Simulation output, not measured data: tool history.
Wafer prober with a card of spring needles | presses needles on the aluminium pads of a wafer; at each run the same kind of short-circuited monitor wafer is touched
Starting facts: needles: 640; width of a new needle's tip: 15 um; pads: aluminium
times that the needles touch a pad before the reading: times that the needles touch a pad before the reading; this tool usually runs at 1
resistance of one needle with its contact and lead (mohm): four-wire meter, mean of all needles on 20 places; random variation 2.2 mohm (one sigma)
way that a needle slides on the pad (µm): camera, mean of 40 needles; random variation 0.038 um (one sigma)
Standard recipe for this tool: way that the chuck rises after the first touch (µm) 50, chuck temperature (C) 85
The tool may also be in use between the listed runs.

run   hour  way that the chuck rises after the first touch (µm)  chuck temperature (C)  times that the needles touch a pad before the reading  resistance of one needle with its contact and lead (mohm)  way that a needle slides on the pad (µm)
  1    0.0                                                   50                     85                                                      1                                                        250                                      6.50
       5.7  -- tips cleaned on abrasive film
      20.0  -- tips cleaned on abrasive film
  2   25.0                                                   50                     85                                                      2                                                        248                                      6.53
      33.4  -- tips cleaned on abrasive film
      46.7  -- tips cleaned on abrasive film
      61.2  -- tips cleaned on abrasive film
  3   63.0                                                   50                     85                                                      2                                                        249                                      6.57
      74.5  -- tips cleaned on abrasive film
      88.2  -- tips cleaned on abrasive film
  4   88.4                                                   50                     85                                                      2                                                        249                                      6.56
     101.4  -- tips cleaned on abrasive film
     116.6  -- tips cleaned on abrasive film
  5  126.1                                                   50                     85                                                      2                                                        247                                      6.53
     130.9  -- tips cleaned on abrasive film
     144.5  -- tips cleaned on abrasive film
  6  152.4                                                   50                     85                                                      2                                                        252                                      6.48
     158.0  -- tips cleaned on abrasive film
     172.0  -- tips cleaned on abrasive film
     186.0  -- tips cleaned on abrasive film
  7  187.1                                                   50                     85                                                      2                                                        250                                      6.51
     199.1  -- tips cleaned on abrasive film
  8  207.8                                                   50                     85                                                      2                                                        248                                      6.50
     213.0  -- tips cleaned on abrasive film
     225.9  -- tips cleaned on abrasive film
     241.5  -- tips cleaned on abrasive film
  9  244.6                                                   50                     85                                                      2                                                        247                                      6.51
     255.4  -- tips cleaned on abrasive film
 10  267.6                                                   50                     85                                                      2                                                        251                                      6.58
     269.8  -- tips cleaned on abrasive film
     283.4  -- tips cleaned on abrasive film
     297.1  -- tips cleaned on abrasive film
 11  302.8                                                   50                     85                                                      2                                                        251                                      6.54
     311.1  -- tips cleaned on abrasive film
 12  321.2                                                   50                     85                                                      1                                                        250                                      6.59
     324.2  -- tips cleaned on abrasive film
     337.7  -- tips cleaned on abrasive film
 13  337.7                                                   50                     85                                                      1                                                        253                                      6.59
     352.0  -- tips cleaned on abrasive film
     367.4  -- tips cleaned on abrasive film
 14  371.0                                                   44                     85                                                      1                                                        247                                      5.77
     380.7  -- tips cleaned on abrasive film
     394.1  -- tips cleaned on abrasive film
 15  403.0                                                   50                     85                                                      2                                                        254                                      6.66
     409.1  -- tips cleaned on abrasive film
     424.7  -- tips cleaned on abrasive film
     439.1  -- tips cleaned on abrasive film
 16  440.0                                                   50                     37                                                      1                                                        237                                      6.57
     453.5  -- tips cleaned on abrasive film
 17  455.4                                                   50                     37                                                      1                                                        232                                      6.64
     466.9  -- tips cleaned on abrasive film
     469.8  -- height of the first contact set anew
 18  479.2                                                   50                     37                                                      1                                                        236                                      6.57
     481.3  -- tips cleaned on abrasive film
     495.2  -- tips cleaned on abrasive film
 19  502.9                                                   39                     37                                                      1                                                        237                                      5.16
     509.7  -- tips cleaned on abrasive film
     523.3  -- tips cleaned on abrasive film
 20  527.9                                                   50                     86                                                      2                                                        252                                      6.67
     537.1  -- tips cleaned on abrasive film
     551.4  -- tips cleaned on abrasive film
 21  554.2                                                   42                     85                                                      2                                                        255                                      5.64
     566.5  -- tips cleaned on abrasive film
     580.7  -- tips cleaned on abrasive film
 22  591.2                                                   50                     85                                                      2                                                        248                                      6.69
     593.9  -- tips cleaned on abrasive film
     608.1  -- tips cleaned on abrasive film
     622.5  -- tips cleaned on abrasive film
 23  629.4                                                   50                     85                                                      2                                                        248                                      6.64
     636.4  -- tips cleaned on abrasive film
     650.6  -- gauge calibrated
     650.7  -- tips cleaned on abrasive film
 24  656.3                                                   50                     85                                                      2                                                        255                                      6.51
     665.2  -- tips cleaned on abrasive film
 25  672.7                                                   50                     85                                                      2                                                        248                                      6.46
     678.5  -- tips cleaned on abrasive film
     692.6  -- tips cleaned on abrasive film
 26  701.2                                                   50                     85                                                      2                                                        250                                      6.56
     705.9  -- tips cleaned on abrasive film
     720.5  -- tips cleaned on abrasive film
 27  720.5                                                   50                     85                                                      2                                                        249                                      6.51
     733.6  -- tips cleaned on abrasive film
     748.2  -- tips cleaned on abrasive film
 28  752.0                                                   66                     85                                                      1                                                        252                                      8.56
     763.6  -- tips cleaned on abrasive film
     777.9  -- tips cleaned on abrasive film
 29  779.2                                                   50                     87                                                      1                                                        248                                      6.53

5 ways to go on from here, each from the tool as it stands after run 29. What would each give?
     791.0  -- tips cleaned on abrasive film
     804.6  -- tips cleaned on abrasive film
  A  807.9                                                   50                     27                                                      1                                                          ?                                         ?
     791.0  -- tips cleaned on abrasive film
     804.6  -- tips cleaned on abrasive film
  B  807.9                                                   63                     64                                                      2                                                          ?                                         ?
     791.0  -- tips cleaned on abrasive film
     804.6  -- tips cleaned on abrasive film
  C  807.9                                                   50                     87                                                      2                                                          ?                                         ?
     791.0  -- tips cleaned on abrasive film
     804.6  -- tips cleaned on abrasive film
  D  807.9                                                   50                     29                                                      1                                                          ?                                         ?
     791.0  -- tips cleaned on abrasive film
     804.6  -- tips cleaned on abrasive film
  E  807.9                                                   41                     87                                                      1                                                          ?                                         ?

run  resistance of one needle with its contact and lead (mohm)  way that a needle slides on the pad (µm)
  A                                                        235                                      6.48
  B                                                        243                                      8.22
  C                                                        251                                      6.43
  D                                                        233                                      6.52
  E                                                        254                                      5.38
What these runs would have given with no unlogged condition in the tool:
run  resistance of one needle with its contact and lead (mohm)  way that a needle slides on the pad (µm)
  A                                                        234                                      6.44
  B                                                        243                                      8.16
  C                                                        251                                      6.39
  D                                                        233                                      6.47
  E                                                        254                                      5.34
